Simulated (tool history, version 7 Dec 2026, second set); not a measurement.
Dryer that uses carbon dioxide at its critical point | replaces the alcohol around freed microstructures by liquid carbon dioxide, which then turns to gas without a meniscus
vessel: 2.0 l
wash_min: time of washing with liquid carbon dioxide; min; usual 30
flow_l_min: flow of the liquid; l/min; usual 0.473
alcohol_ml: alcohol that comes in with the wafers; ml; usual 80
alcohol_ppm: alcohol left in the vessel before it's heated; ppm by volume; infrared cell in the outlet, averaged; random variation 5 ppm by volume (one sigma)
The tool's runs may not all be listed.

run 1 hour=0.0 | wash_min=30 flow_l_min=0.473 alcohol_ml=80 | alcohol_ppm=116
run 2 hour=27.6 | wash_min=30 flow_l_min=0.473 alcohol_ml=80 | alcohol_ppm=124
run 3 hour=55.4 | wash_min=30 flow_l_min=0.304 alcohol_ml=80 | alcohol_ppm=742
run 4 hour=97.9 | wash_min=30 flow_l_min=0.304 alcohol_ml=80 | alcohol_ppm=817
run 5 hour=136.8 | wash_min=30 flow_l_min=0.473 alcohol_ml=80 | alcohol_ppm=156
run 6 hour=182.2 | wash_min=30 flow_l_min=0.473 alcohol_ml=69 | alcohol_ppm=161
run 7 hour=214.5 | wash_min=28 flow_l_min=0.473 alcohol_ml=80 | alcohol_ppm=241
run 8 hour=239.0 | wash_min=28 flow_l_min=0.473 alcohol_ml=80 | alcohol_ppm=271
-- hour=257.1 inlet filter changed
run 9 hour=288.3 | wash_min=30 flow_l_min=0.706 alcohol_ml=80 | alcohol_ppm=96
run 10 hour=338.9 | wash_min=43 flow_l_min=0.706 alcohol_ml=80 | alcohol_ppm=90
run 11 hour=388.5 | wash_min=30 flow_l_min=0.351 alcohol_ml=80 | alcohol_ppm=478
run 12 hour=416.7 | wash_min=30 flow_l_min=0.351 alcohol_ml=80 | alcohol_ppm=500
run 13 hour=457.8 | wash_min=30 flow_l_min=0.351 alcohol_ml=80 | alcohol_ppm=593
run 14 hour=505.6 | wash_min=30 flow_l_min=0.351 alcohol_ml=80 | alcohol_ppm=642
run 15 hour=557.7 | wash_min=22 flow_l_min=0.634 alcohol_ml=20 | alcohol_ppm=142
-- hour=571.9 inlet filter changed
run 16 hour=591.7 | wash_min=25 flow_l_min=0.362 alcohol_ml=75 | alcohol_ppm=673
run 17 hour=629.9 | wash_min=25 flow_l_min=0.362 alcohol_ml=75 | alcohol_ppm=722
run 18 hour=676.5 | wash_min=29 flow_l_min=0.387 alcohol_ml=30 | alcohol_ppm=229
run 19 hour=727.5 | wash_min=29 flow_l_min=0.387 alcohol_ml=30 | alcohol_ppm=260
run 20 hour=760.4 | wash_min=29 flow_l_min=0.387 alcohol_ml=30 | alcohol_ppm=259
run 21 hour=812.3 | wash_min=43 flow_l_min=0.473 alcohol_ml=80 | alcohol_ppm=153
run 22 hour=846.7 | wash_min=43 flow_l_min=0.473 alcohol_ml=76 | alcohol_ppm=160
-- hour=862.1 purifier's bed changed
run 23 hour=878.8 | wash_min=44 flow_l_min=0.360 alcohol_ml=47 | alcohol_ppm=58
-- hour=887.6 inlet filter changed
run 24 hour=907.4 | wash_min=28 flow_l_min=0.473 alcohol_ml=22 | alcohol_ppm=23
run 25 hour=942.2 | wash_min=28 flow_l_min=0.473 alcohol_ml=22 | alcohol_ppm=30
run 26 hour=989.1 | wash_min=28 flow_l_min=0.473 alcohol_ml=22 | alcohol_ppm=47
run 27 hour=1033.9 | wash_min=40 flow_l_min=0.701 alcohol_ml=45 | alcohol_ppm=24
run 28 hour=1060.0 | wash_min=20 flow_l_min=0.701 alcohol_ml=75 | alcohol_ppm=105

Forecast each of these 4 alternatives for the next run:
run A hour=1098.5 | wash_min=36 flow_l_min=0.384 alcohol_ml=75 | alcohol_ppm=?
run B hour=1098.5 | wash_min=18 flow_l_min=0.484 alcohol_ml=119 | alcohol_ppm=?
run C hour=1098.5 | wash_min=20 flow_l_min=0.616 alcohol_ml=75 | alcohol_ppm=?
run D hour=1098.5 | wash_min=20 flow_l_min=0.762 alcohol_ml=75 | alcohol_ppm=?

run=A alcohol_ppm=151
run=B alcohol_ppm=1471
run=C alcohol_ppm=219
run=D alcohol_ppm=78
Without the tool's hidden state the same runs would have given:
run=A alcohol_ppm=58
run=B alcohol_ppm=856
run=C alcohol_ppm=93
run=D alcohol_ppm=21

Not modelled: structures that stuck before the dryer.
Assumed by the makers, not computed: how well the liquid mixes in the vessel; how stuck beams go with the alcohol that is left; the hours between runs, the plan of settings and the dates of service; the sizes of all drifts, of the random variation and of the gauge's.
